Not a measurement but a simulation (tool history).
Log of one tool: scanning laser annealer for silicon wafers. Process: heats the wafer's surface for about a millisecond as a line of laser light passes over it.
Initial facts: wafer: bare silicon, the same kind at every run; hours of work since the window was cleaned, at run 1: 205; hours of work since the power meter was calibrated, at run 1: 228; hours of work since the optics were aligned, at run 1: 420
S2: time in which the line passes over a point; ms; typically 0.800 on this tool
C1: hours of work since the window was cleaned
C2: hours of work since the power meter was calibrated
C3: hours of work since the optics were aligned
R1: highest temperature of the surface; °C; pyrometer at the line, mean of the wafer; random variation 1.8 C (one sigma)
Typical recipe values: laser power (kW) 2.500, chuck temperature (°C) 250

{"run": 1, "day": 0.0, "laser power (kW)": 2.5, "S2": 0.8, "chuck temperature (°C)": 250, "C1": 205, "C2": 228, "C3": 420, "R1": 955}
{"run": 2, "day": 0.325, "laser power (kW)": 2.5, "S2": 0.8, "chuck temperature (°C)": 250, "C1": 211, "C2": 234, "C3": 426, "R1": 954}
{"run": 3, "day": 0.604, "laser power (kW)": 2.5, "S2": 0.8, "chuck temperature (°C)": 250, "C1": 216, "C2": 239, "C3": 431, "R1": 952}
{"run": 4, "day": 0.817, "laser power (kW)": 2.5, "S2": 0.8, "chuck temperature (°C)": 250, "C1": 220, "C2": 243, "C3": 435, "R1": 954}
{"run": 5, "day": 0.979, "laser power (kW)": 2.5, "S2": 0.8, "chuck temperature (°C)": 250, "C1": 224, "C2": 246, "C3": 438, "R1": 952}
{"run": 6, "day": 1.346, "laser power (kW)": 2.5, "S2": 0.8, "chuck temperature (°C)": 250, "C1": 231, "C2": 253, "C3": 445, "R1": 954}
{"run": 7, "day": 1.638, "laser power (kW)": 2.5, "S2": 0.953, "chuck temperature (°C)": 250, "C1": 236, "C2": 259, "C3": 451, "R1": 1012}
{"run": 8, "day": 1.821, "laser power (kW)": 2.5, "S2": 0.8, "chuck temperature (°C)": 250, "C1": 240, "C2": 263, "C3": 454, "R1": 955}
{"run": 9, "day": 2.162, "laser power (kW)": 2.5, "S2": 0.8, "chuck temperature (°C)": 250, "C1": 246, "C2": 269, "C3": 461, "R1": 952}
{"run": 10, "day": 2.412, "laser power (kW)": 2.5, "S2": 0.8, "chuck temperature (°C)": 250, "C1": 251, "C2": 274, "C3": 466, "R1": 947}
{"run": 11, "day": 2.696, "laser power (kW)": 2.5, "S2": 0.8, "chuck temperature (°C)": 250, "C1": 256, "C2": 279, "C3": 471, "R1": 949}
{"run": 12, "day": 2.942, "laser power (kW)": 2.5, "S2": 0.8, "chuck temperature (°C)": 250, "C1": 261, "C2": 284, "C3": 476, "R1": 952}
{"run": 13, "day": 3.188, "laser power (kW)": 2.5, "S2": 0.8, "chuck temperature (°C)": 250, "C1": 266, "C2": 288, "C3": 480, "R1": 951}
{"run": 14, "day": 3.533, "laser power (kW)": 2.5, "S2": 0.8, "chuck temperature (°C)": 250, "C1": 272, "C2": 295, "C3": 487, "R1": 951}
{"run": 15, "day": 3.825, "laser power (kW)": 2.5, "S2": 0.8, "chuck temperature (°C)": 250, "C1": 278, "C2": 301, "C3": 492, "R1": 951}
{"run": 16, "day": 4.154, "laser power (kW)": 2.5, "S2": 0.8, "chuck temperature (°C)": 250, "C1": 284, "C2": 307, "C3": 499, "R1": 948}
{"run": 17, "day": 4.5, "laser power (kW)": 2.5, "S2": 0.8, "chuck temperature (°C)": 250, "C1": 291, "C2": 313, "C3": 505, "R1": 946}
{"run": 18, "day": 4.821, "laser power (kW)": 2.5, "S2": 0.8, "chuck temperature (°C)": 250, "C1": 297, "C2": 320, "C3": 511, "R1": 950}
{"run": 19, "day": 5.004, "laser power (kW)": 2.158, "S2": 0.833, "chuck temperature (°C)": 250, "C1": 300, "C2": 323, "C3": 515, "R1": 871}
{"run": 20, "day": 5.262, "laser power (kW)": 2.158, "S2": 0.633, "chuck temperature (°C)": 211, "C1": 305, "C2": 328, "C3": 520, "R1": 762}
{"run": 21, "day": 5.475, "laser power (kW)": 2.572, "S2": 0.769, "chuck temperature (°C)": 228, "C1": 309, "C2": 332, "C3": 524, "R1": 931}
{"day": 5.629, "done": "laser's power meter calibrated"}
{"run": 22, "day": 5.983, "laser power (kW)": 2.357, "S2": 0.779, "chuck temperature (°C)": 228, "C1": 316, "C2": 7, "C3": 531, "R1": 881}

Estimate the outcome of run 23 from the log above:
{"run": 23, "day": 6.275, "laser power (kW)": 2.535, "S2": 0.617, "chuck temperature (°C)": 250, "C1": 322, "C2": 12, "C3": 537, "R1": "?"}

R1: 880 °C
On a tool with no hidden condition, and with the same random variation, this run would have come out at R1 904 °C.
